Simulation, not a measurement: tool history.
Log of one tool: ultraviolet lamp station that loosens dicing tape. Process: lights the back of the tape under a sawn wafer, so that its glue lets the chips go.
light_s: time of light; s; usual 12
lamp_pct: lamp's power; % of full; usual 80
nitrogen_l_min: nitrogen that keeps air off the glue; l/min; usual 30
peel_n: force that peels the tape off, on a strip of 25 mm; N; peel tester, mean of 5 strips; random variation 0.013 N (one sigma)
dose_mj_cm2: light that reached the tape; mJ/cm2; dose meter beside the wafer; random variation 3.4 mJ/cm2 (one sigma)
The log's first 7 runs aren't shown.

run,hour,light_s,lamp_pct,nitrogen_l_min,hours of work of the lamp,hours of work since the window was cleaned,peel_n,dose_mj_cm2
8,129.9,12,72,39,123,267,0.784,431
9,159.6,12,80,30,139,283,0.741,469
10,184.6,12,80,30,153,297,0.741,462
11,208,12,80,30,166,310,0.758,464
12,235.4,12,80,30,181,325,0.752,464
# hour 238.3: window cleaned of glue's vapour
13,260.9,12,87,30,195,13,0.763,471
14,281.5,12,80,30,207,24,0.837,429
15,302.7,18,80,30,218,36,0.466,641
16,325.1,18,80,30,231,48,0.48,635
# hour 328.1: window cleaned of glue's vapour, once more
17,353.7,18,80,26,246,14,0.389,776
18,373.4,6,80,30,257,25,1.443,256
19,389.1,13,99,44,266,34,0.374,681
20,414.5,13,99,44,280,48,0.364,680
21,438.2,13,99,44,293,61,0.378,679
22,466.2,13,66,13,309,77,1.117,443
23,494.8,13,66,47,325,93,0.639,442

Forecast run 24:
24,515.8,22,68,30,336,104,?,?

{"run 24": {"peel_n": 0.361, "dose_mj_cm2": 766}}
Without the tool's hidden state the same run would have given peel_n 0.318 N, dose_mj_cm2 846 mJ/cm2.
